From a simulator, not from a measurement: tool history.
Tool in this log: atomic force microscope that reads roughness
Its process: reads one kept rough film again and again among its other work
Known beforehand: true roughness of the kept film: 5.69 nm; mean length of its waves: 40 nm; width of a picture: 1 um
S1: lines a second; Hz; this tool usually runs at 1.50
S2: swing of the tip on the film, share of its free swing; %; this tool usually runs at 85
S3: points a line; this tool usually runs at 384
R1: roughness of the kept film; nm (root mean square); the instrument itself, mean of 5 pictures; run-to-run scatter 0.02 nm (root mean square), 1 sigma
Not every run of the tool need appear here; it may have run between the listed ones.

run   hour    S1  S2    S3     R1
  1    0.0  1.50  85   384  4.345
  2   14.5  1.50  85   454  4.330
      17.8  -- new tip fitted
  3   33.0  1.50  85   384  4.727
  4   47.4  1.50  58   384  5.026
  5   62.1  1.50  85   384  4.700
  6   78.3  1.50  85   384  4.679
  7  102.4  1.50  85   384  4.600
  8  112.8  1.50  85   384  4.553
  9  123.9  1.50  85   384  4.552
 10  141.5  1.50  85   384  4.505
 11  165.6  1.50  85   384  4.445
 12  181.0  1.50  79   384  4.522
 13  200.0  1.50  79   384  4.471
 14  220.2  1.50  58   384  4.575
 15  231.5  1.50  87   384  4.308
     239.0  -- new tip fitted
 16  250.4  1.50  85   384  4.736
 17  264.8  1.50  85   384  4.694
 18  275.4  1.50  85   384  4.659
 19  300.6  1.50  85   312  4.622
 20  320.1  1.50  85   312  4.557
 21  342.6  1.50  85   312  4.491
 22  363.3  1.50  85   384  4.483
 23  384.8  1.50  61   833  4.663
 24  399.7  4.00  55   384  4.587
 25  423.3  2.05  80   341  4.359
 26  448.0  2.34  61   304  4.518
     460.9  -- new tip fitted
 27  462.1  0.98  85   384  4.818
 28  479.6  0.57  61   384  5.035
 29  491.8  0.89  68   314  4.901
     495.2  -- height scale calibrated on a step standard
 30  509.8  0.89  68   314  4.878
 31  521.3  1.50  68  1008  4.794
 32  533.1  1.50  83  1008  4.579
 33  555.3  3.29  60  1008  4.680
 34  579.1  3.29  60  1008  4.618
 35  602.2  3.29  60  1008  4.595
 36  613.3  0.68  76  1008  4.649
     621.2  -- height scale calibrated on a step standard, once more
 37  634.6  0.79  59  1008  4.728
 38  659.7  2.23  85   516  4.286
 39  676.6  1.50  85   630  4.386
     686.1  -- new tip fitted
 40  689.6  1.50  85   630  4.808
 41  711.0  1.50  85   630  4.771
 42  731.8  0.75  81   384  4.924
 43  754.3  1.50  84   429  4.666
 44  765.4  1.50  84   429  4.637

Some steps in R1, run to run, broken into two amounts with sign: the step expected even without the hidden condition (settings, incoming material, random variation), and the rest, left for the hidden condition together with whatever gauge scatter is not in both the measured and the hidden-condition-free result:
Hidden state present: radius of the tip, nm; height scale over the true one, %; drift of the gauge itself on roughness_nm, %.
Run 2 -> 3: S3 454 -> 384, new tip fitted. R1 +0.397 nm (root mean square): hidden state +0.431, all else -0.034.
Run 15 -> 16: S2 87 -> 85, new tip fitted. R1 +0.428 nm (root mean square): hidden state +0.379, all else +0.049.
Run 26 -> 27: S1 2.34 -> 0.98, S2 61 -> 85, S3 304 -> 384, new tip fitted. R1 +0.300 nm (root mean square): hidden state +0.433, all else -0.133.
Run 37 -> 38: S1 0.79 -> 2.23, S2 59 -> 85, S3 1008 -> 516. R1 -0.442 nm (root mean square): hidden state -0.013, all else -0.429.
Run 39 -> 40: new tip fitted. R1 +0.422 nm (root mean square): hidden state +0.427, all else -0.005.
